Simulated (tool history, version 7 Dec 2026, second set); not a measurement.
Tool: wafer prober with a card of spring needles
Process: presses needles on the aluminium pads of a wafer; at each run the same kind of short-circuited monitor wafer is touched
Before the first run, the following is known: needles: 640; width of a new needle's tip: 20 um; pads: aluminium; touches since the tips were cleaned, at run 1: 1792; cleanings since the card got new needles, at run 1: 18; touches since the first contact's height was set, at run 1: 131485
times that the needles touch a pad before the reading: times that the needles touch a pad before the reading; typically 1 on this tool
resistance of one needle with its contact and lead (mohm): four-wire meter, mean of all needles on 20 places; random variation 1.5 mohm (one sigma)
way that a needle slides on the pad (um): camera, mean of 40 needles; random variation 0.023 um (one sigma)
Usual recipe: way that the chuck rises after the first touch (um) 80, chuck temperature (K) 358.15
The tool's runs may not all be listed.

| run | hour | way that the chuck rises after the first touch (um) | chuck temperature (K) | times that the needles touch a pad before the reading | touches since the tips were cleaned | cleanings since the card got new needles | touches since the first contact's height was set | resistance of one needle with its contact and lead (mohm) | way that a needle slides on the pad (um) |
|---|---|---|---|---|---|---|---|---|---|
| 1 | 0 | 80 | 358.15 | 1 | 1792 | 18 | 131485 | 252 | 20.74 |
|  | 7.5 | tips cleaned on abrasive film |
| 2 | 9.2 | 80 | 358.15 | 1 | 1069 | 19 | 137102 | 215 | 20.7 |
| 3 | 15.9 | 80 | 358.15 | 1 | 5137 | 19 | 141170 | 293 | 20.73 |
|  | 17.8 | tips cleaned on abrasive film |
| 4 | 27.8 | 80 | 358.15 | 1 | 6091 | 20 | 148417 | 304 | 20.69 |
|  | 29 | tips cleaned on abrasive film |
| 5 | 35.3 | 80 | 358.15 | 1 | 3872 | 21 | 152991 | 292 | 20.64 |
|  | 39.5 | tips cleaned on abrasive film |
| 6 | 46.9 | 80 | 358.15 | 1 | 4514 | 22 | 160030 | 298 | 20.66 |
|  | 50.2 | tips cleaned on abrasive film |
|  | 52.9 | height of the first contact set anew |
| 7 | 58 | 80 | 358.15 | 1 | 4592 | 23 | 3173 | 288 | 21.11 |
|  | 60.7 | tips cleaned on abrasive film |
| 8 | 68.2 | 80 | 343.15 | 1 | 4575 | 24 | 9344 | 295 | 21.11 |
|  | 71 | tips cleaned on abrasive film |
| 9 | 79 | 80 | 343.15 | 1 | 4891 | 25 | 15940 | 292 | 21.11 |
|  | 81.7 | tips cleaned on abrasive film |
| 10 | 84.5 | 80 | 343.15 | 1 | 1688 | 26 | 19242 | 244 | 21.07 |
| 11 | 91.1 | 80 | 343.15 | 1 | 5732 | 26 | 23286 | 303 | 21.06 |
|  | 92.9 | tips cleaned on abrasive film |
| 12 | 97.9 | 80 | 343.15 | 1 | 3095 | 27 | 27447 | 276 | 21.01 |
|  | 103.4 | tips cleaned on abrasive film |
| 13 | 104.8 | 68 | 385.15 | 2 | 855 | 28 | 31611 | 206 | 17.83 |
|  | 113.6 | tips cleaned on abrasive film |
| 14 | 113.6 | 91 | 358.15 | 1 | 0 | 29 | 36962 | 144 | 23.89 |
|  | 124 | tips cleaned on abrasive film |
| 15 | 125.5 | 91 | 305.15 | 1 | 937 | 30 | 44186 | 191 | 23.89 |
|  | 134.6 | tips cleaned on abrasive film |
| 16 | 138.1 | 91 | 305.15 | 1 | 2159 | 31 | 51872 | 240 | 23.9 |
|  | 145.1 | tips cleaned on abrasive film |
| 17 | 148.8 | 91 | 305.15 | 1 | 2264 | 32 | 58402 | 237 | 23.79 |
|  | 155.5 | tips cleaned on abrasive film |
| 18 | 156.4 | 67 | 349.15 | 1 | 524 | 33 | 62971 | 201 | 17.48 |
|  | 166.1 | tips cleaned on abrasive film |
| 19 | 167.1 | 67 | 349.15 | 1 | 605 | 34 | 69480 | 229 | 17.44 |
| 20 | 173.4 | 83 | 309.15 | 1 | 4499 | 34 | 73374 | 291 | 21.64 |
|  | 177.1 | tips cleaned on abrasive film |
| 21 | 186.3 | 74 | 322.15 | 1 | 5639 | 35 | 81205 | 340 | 19.24 |
|  | 187.5 | tips cleaned on abrasive film |
| 22 | 197.1 | 96 | 358.15 | 2 | 5898 | 36 | 87779 | 207 | 25.06 |

Run 23 comes next. What will it give?
|  | 198.1 | tips cleaned on abrasive film |
| 23 | 205 | 65 | 349.15 | 3 | 4223 | 37 | 92573 | ? | ? |

{"run 23": {"resistance of one needle with its contact and lead (mohm)": 224, "way that a needle slides on the pad (um)": 16.87}}
Had the tool carried no hidden state, the very same run would have given resistance of one needle with its contact and lead (mohm) 133, way that a needle slides on the pad (um) 17.19.

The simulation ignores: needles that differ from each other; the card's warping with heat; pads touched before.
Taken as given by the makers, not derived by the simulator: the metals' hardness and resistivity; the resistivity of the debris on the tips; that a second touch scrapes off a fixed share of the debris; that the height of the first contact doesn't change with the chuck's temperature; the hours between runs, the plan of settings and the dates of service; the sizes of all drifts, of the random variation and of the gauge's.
